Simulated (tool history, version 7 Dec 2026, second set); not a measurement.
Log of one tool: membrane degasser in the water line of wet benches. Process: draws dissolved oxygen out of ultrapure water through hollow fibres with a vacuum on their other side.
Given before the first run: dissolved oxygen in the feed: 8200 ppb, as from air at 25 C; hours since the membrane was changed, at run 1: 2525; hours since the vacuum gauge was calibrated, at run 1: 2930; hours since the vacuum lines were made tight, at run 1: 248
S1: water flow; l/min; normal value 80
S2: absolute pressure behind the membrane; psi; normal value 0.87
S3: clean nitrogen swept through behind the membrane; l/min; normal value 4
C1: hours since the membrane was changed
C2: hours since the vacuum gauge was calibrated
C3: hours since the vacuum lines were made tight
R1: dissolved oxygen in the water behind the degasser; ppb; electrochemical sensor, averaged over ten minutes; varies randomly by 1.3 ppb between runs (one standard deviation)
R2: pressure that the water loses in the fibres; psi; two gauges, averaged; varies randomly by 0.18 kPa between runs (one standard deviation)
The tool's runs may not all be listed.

run    hour   S1     S2     S3    C1    C2    C3     R1     R2
  1       0   80   0.87      4  2525  2930   248  127.7   4.83
  2    99.7   80   0.87      4  2625  3030   348  129.3  4.809
  3   225.3   80   0.87      4  2750  3155   473  129.5  4.811
  4   360.5   80   0.87      4  2885  3290   608  127.5  4.854
  5   465.5   80  0.526      4  2990  3395   713   22.9  4.833
  6   540.9   80  0.526      4  3066  3471   789   23.8  4.795
  7   661.8   80  0.526      4  3187  3592   910   23.1  4.808
  8   735.1   80   0.87    3.4  3260  3665   983  145.5  4.796
  9   843.5   80   0.87    3.4  3368  3773  1091  142.5   4.76
 10   925.1   80   0.87   8.79  3450  3855  1173   65.8  4.791
 11    1007   53   0.87      4  3532  3937  1255   85.2  3.172
 12  1083.6   53   0.87      4  3608  4013  1331   85.2  3.204
 13    1185   60   0.87      4  3710  4115  1433   96.1  3.613
 14  1305.2   75   0.87      4  3830  4235  1553  118.8  4.501
 15  1439.1   75   0.87      4  3964  4369  1687  119.8  4.557
 16    1514   80   0.87   5.26  4039  4444  1762  100.6  4.843
 17  1578.6   63  1.374   8.59  4103  4508  1826  109.5  3.774
 18  1651.3   84   1.33   3.47  4176  4581  1899  312.7   5.06
 19  1750.7   64  0.598   3.46  4276  4681  1999   38.6  3.826
 20  1875.6  103   0.87   7.08  4400  4805  2123  109.1  6.208
 21  1957.1   58  1.691   5.06  4482  4887  2205  220.3  3.462
 22  2068.2   81  1.445   2.47  4593  4998  2316  446.4  4.899
 23  2182.7   81  1.445   2.47  4708  5113  2431  445.2  4.867
 24  2317.2  111  1.365  10.01  4842  5247  2565  182.3  6.664
 25  2419.6   97  1.365   6.88  4944  5349  2668  208.8  5.839
 26  2529.8   97  1.091   5.09  5055  5460  2778    195  5.852
 27  2599.9   80   0.87   5.12  5125  5530  2848    104   4.82
 28  2718.6  110  1.568   2.12  5243  5648  2966  714.1   6.57
 29  2819.5  102  1.124      4  5344  5749  3067  256.8  6.142
 30  2912.6   87  2.044      4  5437  5842  3160  498.1  5.263
 31  2976.1   63  0.999   1.76  5501  5906  3224  270.7  3.787

What if the next run were any one of these 5? Each begins from the tool's condition after run 31:
  A  3091.2   78  0.567  7.09  5616  6021  3339   ?   ?
  B  3091.2  102   0.87  2.43  5616  6021  3339   ?   ?
  C  3091.2   93  0.872   3.1  5616  6021  3339   ?   ?
  D  3091.2   48  0.701  1.76  5616  6021  3339   ?   ?
  E  3091.2   80   0.87  4.19  5616  6021  3339   ?   ?

run     R1     R2
  A   21.7  4.669
  B  245.1  6.102
  C  184.4  5.575
  D   94.7  2.857
  E    122  4.802
Without the tool's hidden state the same runs would have given:
run     R1     R2
  A   21.6  4.669
  B  244.9    6.1
  C  184.3  5.575
  D   94.5  2.857
  E  121.9  4.801
